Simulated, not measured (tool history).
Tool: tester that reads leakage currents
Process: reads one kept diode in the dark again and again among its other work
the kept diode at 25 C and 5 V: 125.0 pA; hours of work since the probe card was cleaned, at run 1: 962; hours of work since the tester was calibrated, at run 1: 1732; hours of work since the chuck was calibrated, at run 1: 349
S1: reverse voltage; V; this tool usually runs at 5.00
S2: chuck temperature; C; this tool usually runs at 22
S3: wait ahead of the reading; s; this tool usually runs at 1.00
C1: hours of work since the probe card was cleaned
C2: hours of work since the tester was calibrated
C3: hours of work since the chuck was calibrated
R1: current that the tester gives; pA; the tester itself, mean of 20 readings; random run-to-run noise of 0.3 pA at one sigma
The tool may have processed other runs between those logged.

run 1 hour=0.0 | S1=5.00 S2=22 S3=1.00 | C1=962 C2=1732 C3=349 | R1=98.94
run 2 hour=49.8 | S1=5.00 S2=22 S3=1.00 | C1=999 C2=1768 C3=385 | R1=99.31
-- hour=67.1 probe card cleaned and baked
run 3 hour=97.2 | S1=5.00 S2=22 S3=1.00 | C1=22 C2=1801 C3=418 | R1=98.59
run 4 hour=145.2 | S1=5.00 S2=27 S3=1.00 | C1=58 C2=1837 C3=454 | R1=147.58
run 5 hour=171.0 | S1=5.00 S2=27 S3=1.00 | C1=77 C2=1856 C3=473 | R1=147.70
run 6 hour=196.6 | S1=5.00 S2=22 S3=1.00 | C1=96 C2=1875 C3=492 | R1=99.26
run 7 hour=224.2 | S1=5.00 S2=22 S3=1.00 | C1=116 C2=1895 C3=512 | R1=99.14
run 8 hour=279.1 | S1=5.00 S2=22 S3=1.00 | C1=157 C2=1936 C3=553 | R1=98.54
run 9 hour=321.0 | S1=5.00 S2=22 S3=1.00 | C1=188 C2=1967 C3=584 | R1=98.25
run 10 hour=379.7 | S1=5.00 S2=22 S3=1.00 | C1=231 C2=2010 C3=627 | R1=99.04
run 11 hour=410.8 | S1=19.06 S2=22 S3=1.00 | C1=254 C2=2033 C3=650 | R1=217.35
run 12 hour=448.7 | S1=5.00 S2=22 S3=5.68 | C1=283 C2=2061 C3=679 | R1=98.13
run 13 hour=498.6 | S1=3.75 S2=22 S3=5.68 | C1=319 C2=2098 C3=715 | R1=82.47
run 14 hour=540.3 | S1=6.83 S2=22 S3=1.00 | C1=350 C2=2129 C3=746 | R1=118.30
run 15 hour=565.5 | S1=6.83 S2=22 S3=1.00 | C1=369 C2=2148 C3=765 | R1=118.91
run 16 hour=618.2 | S1=5.00 S2=34 S3=1.00 | C1=408 C2=2187 C3=804 | R1=253.54
run 17 hour=669.3 | S1=1.09 S2=22 S3=1.00 | C1=446 C2=2225 C3=842 | R1=40.17
run 18 hour=714.3 | S1=1.09 S2=22 S3=1.00 | C1=479 C2=2258 C3=875 | R1=40.29
run 19 hour=740.8 | S1=1.09 S2=22 S3=1.00 | C1=499 C2=2278 C3=895 | R1=40.29
run 20 hour=780.2 | S1=1.09 S2=22 S3=1.00 | C1=528 C2=2307 C3=924 | R1=40.19
-- hour=812.7 chuck's temperature calibrated
run 21 hour=824.6 | S1=1.58 S2=54 S3=1.00 | C1=559 C2=2338 C3=9 | R1=541.82
run 22 hour=882.8 | S1=1.30 S2=22 S3=9.68 | C1=602 C2=2381 C3=52 | R1=44.47
run 23 hour=907.2 | S1=1.30 S2=22 S3=9.68 | C1=621 C2=2400 C3=70 | R1=44.46
run 24 hour=950.1 | S1=1.30 S2=22 S3=9.68 | C1=652 C2=2431 C3=102 | R1=44.33
run 25 hour=983.1 | S1=1.54 S2=25 S3=5.49 | C1=677 C2=2456 C3=126 | R1=62.64
run 26 hour=1032.0 | S1=12.33 S2=31 S3=7.16 | C1=713 C2=2492 C3=162 | R1=342.78
run 27 hour=1075.4 | S1=14.40 S2=22 S3=0.43 | C1=745 C2=2524 C3=195 | R1=188.66
run 28 hour=1126.8 | S1=18.88 S2=22 S3=2.39 | C1=783 C2=2562 C3=233 | R1=216.20
run 29 hour=1161.4 | S1=18.88 S2=22 S3=2.39 | C1=809 C2=2588 C3=258 | R1=214.91
run 30 hour=1201.7 | S1=5.19 S2=31 S3=0.66 | C1=839 C2=2618 C3=288 | R1=207.95
run 31 hour=1254.0 | S1=5.19 S2=31 S3=0.66 | C1=877 C2=2656 C3=327 | R1=207.58
run 32 hour=1305.8 | S1=5.19 S2=31 S3=0.66 | C1=916 C2=2695 C3=365 | R1=208.07
run 33 hour=1362.9 | S1=2.23 S2=31 S3=0.39 | C1=958 C2=2737 C3=407 | R1=126.61
run 34 hour=1416.0 | S1=5.00 S2=57 S3=2.12 | C1=997 C2=2776 C3=447 | R1=1298.16
-- hour=1432.2 probe card cleaned and baked
run 35 hour=1479.3 | S1=5.00 S2=25 S3=1.00 | C1=35 C2=2821 C3=491 | R1=125.93
run 36 hour=1531.6 | S1=5.00 S2=41 S3=1.00 | C1=74 C2=2860 C3=530 | R1=427.31
run 37 hour=1584.7 | S1=5.00 S2=41 S3=1.00 | C1=113 C2=2899 C3=569 | R1=427.77
run 38 hour=1637.9 | S1=12.42 S2=50 S3=0.40 | C1=152 C2=2938 C3=609 | R1=1381.10
run 39 hour=1695.8 | S1=12.42 S2=50 S3=0.40 | C1=195 C2=2981 C3=652 | R1=1373.75

Some steps in R1, run to run, broken into two amounts with sign: the step expected even without the hidden condition (settings, incoming material, random variation), and the rest, left for the hidden condition together with whatever gauge scatter is not in both the measured and the hidden-condition-free result:
What the log doesn't record here: stray current of the dirty probe card, pA a volt; current scale over the true one, %; true chuck temperature over the reading, C; drift of the gauge itself on leakage_pa, %.
Run 33 -> 34: S1 2.23 -> 5.00, S2 31 -> 57, S3 0.39 -> 2.12. R1 +1171.55 pA: hidden state -0.68, all else +1172.23.
Run 34 -> 35: S2 57 -> 25, S3 2.12 -> 1.00, probe card cleaned and baked. R1 -1172.23 pA: hidden state +0.64, all else -1172.87.
Run 37 -> 38: S1 5.00 -> 12.42, S2 41 -> 50, S3 1.00 -> 0.40. R1 +953.33 pA: hidden state -1.00, all else +954.33.
